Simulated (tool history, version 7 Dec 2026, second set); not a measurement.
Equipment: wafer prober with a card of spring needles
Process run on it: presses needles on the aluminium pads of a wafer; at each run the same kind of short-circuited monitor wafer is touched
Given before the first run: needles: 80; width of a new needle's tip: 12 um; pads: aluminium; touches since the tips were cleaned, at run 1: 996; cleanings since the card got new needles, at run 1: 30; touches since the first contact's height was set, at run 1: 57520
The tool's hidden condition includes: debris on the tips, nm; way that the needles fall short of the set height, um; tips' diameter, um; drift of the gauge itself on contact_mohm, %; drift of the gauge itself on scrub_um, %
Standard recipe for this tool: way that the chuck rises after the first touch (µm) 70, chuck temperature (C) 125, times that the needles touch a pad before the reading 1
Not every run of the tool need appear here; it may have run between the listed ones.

run,hour,way that the chuck rises after the first touch (µm),chuck temperature (C),times that the needles touch a pad before the reading,touches since the tips were cleaned,cleanings since the card got new needles,touches since the first contact's height was set,resistance of one needle with its contact and lead (mohm),way that a needle slides on the pad (µm)
1,0.0,70,125,1,996,30,57520,301,14.42
# hour 24.6: tips cleaned on abrasive film
2,40.5,70,29,1,3324,31,65994,268,14.47
# hour 54.5: tips cleaned on abrasive film
# hour 85.6: tips cleaned on abrasive film
3,85.6,69,125,1,0,33,75416,300,14.25
# hour 116.2: tips cleaned on abrasive film
4,122.7,70,125,3,1376,34,83181,301,14.49
# hour 148.1: tips cleaned on abrasive film
5,166.0,70,125,3,3765,35,92251,298,14.56
# hour 178.3: tips cleaned on abrasive film
6,189.6,64,125,1,2373,36,97170,307,13.23
# hour 207.5: tips cleaned on abrasive film
7,221.6,64,125,1,2955,37,103872,301,13.24
# hour 239.5: tips cleaned on abrasive film
8,257.6,70,34,1,3808,38,111406,276,14.47
# hour 269.2: tips cleaned on abrasive film
9,297.4,70,125,1,5904,39,119720,298,14.55
# hour 299.7: tips cleaned on abrasive film
10,321.5,70,125,1,4588,40,124769,301,14.46
# hour 330.7: tips cleaned on abrasive film
# hour 361.5: tips cleaned on abrasive film
11,369.7,70,125,1,1734,42,134840,298,14.53
# hour 391.4: tips cleaned on abrasive film
12,406.8,70,125,1,3237,43,142600,299,14.52
# hour 420.6: tips cleaned on abrasive film
13,440.3,70,125,1,4123,44,149597,302,14.51
# hour 451.3: tips cleaned on abrasive film
# hour 451.6: height of the first contact set anew
# hour 481.9: tips cleaned on abrasive film
14,491.5,70,108,1,2007,46,8339,293,14.50
# hour 511.4: tips cleaned on abrasive film
15,526.4,70,108,1,3154,47,15644,292,14.55
# hour 544.0: tips cleaned on abrasive film
16,554.0,77,46,1,2110,48,21420,271,16.01
# hour 575.3: tips cleaned on abrasive film
17,590.5,77,46,1,3185,49,29055,274,15.92
# hour 607.2: tips cleaned on abrasive film
# hour 638.7: tips cleaned on abrasive film
18,640.5,70,106,2,375,51,39492,291,14.52
# hour 670.0: tips cleaned on abrasive film
19,692.1,70,106,2,4637,52,50304,296,14.66
# hour 701.0: tips cleaned on abrasive film
20,730.0,70,125,2,6078,53,58224,299,14.58
# hour 734.8: tips cleaned on abrasive film
21,753.3,55,125,1,3879,54,63105,306,11.51
# hour 766.7: tips cleaned on abrasive film
22,783.8,72,119,2,3583,55,69478,296,15.00
# hour 797.6: tips cleaned on abrasive film
23,818.2,75,78,1,4318,56,76666,283,15.65
# hour 829.6: tips cleaned on abrasive film
24,852.7,73,116,1,4849,57,83889,296,15.23
# hour 861.7: tips cleaned on abrasive film
# hour 891.7: tips cleaned on abrasive film
25,904.4,73,116,1,2664,59,94694,294,15.23
# hour 925.0: tips cleaned on abrasive film
26,936.2,60,46,2,2367,60,101353,281,12.58
# hour 957.1: tips cleaned on abrasive film
27,960.4,85,91,1,705,61,106404,287,17.76

4 options for the next run, each taken on its own from the tool as it stands now. Forecast them:
# hour 987.2: tips cleaned on abrasive film
A,999.2,76,49,1,2516,62,114517,?,?
# hour 987.2: tips cleaned on abrasive film
B,999.2,60,125,1,2516,62,114517,?,?
# hour 987.2: tips cleaned on abrasive film
C,999.2,87,31,2,2516,62,114517,?,?
# hour 987.2: tips cleaned on abrasive film
D,999.2,85,102,1,2516,62,114517,?,?

run,resistance of one needle with its contact and lead (mohm),way that a needle slides on the pad (µm)
A,273,15.89
B,307,12.50
C,270,18.13
D,290,17.80
The same runs, with their run-to-run variation unchanged, on a tool lacking any hidden condition would have given:
run,resistance of one needle with its contact and lead (mohm),way that a needle slides on the pad (µm)
A,272,15.69
B,306,12.35
C,269,17.90
D,289,17.58
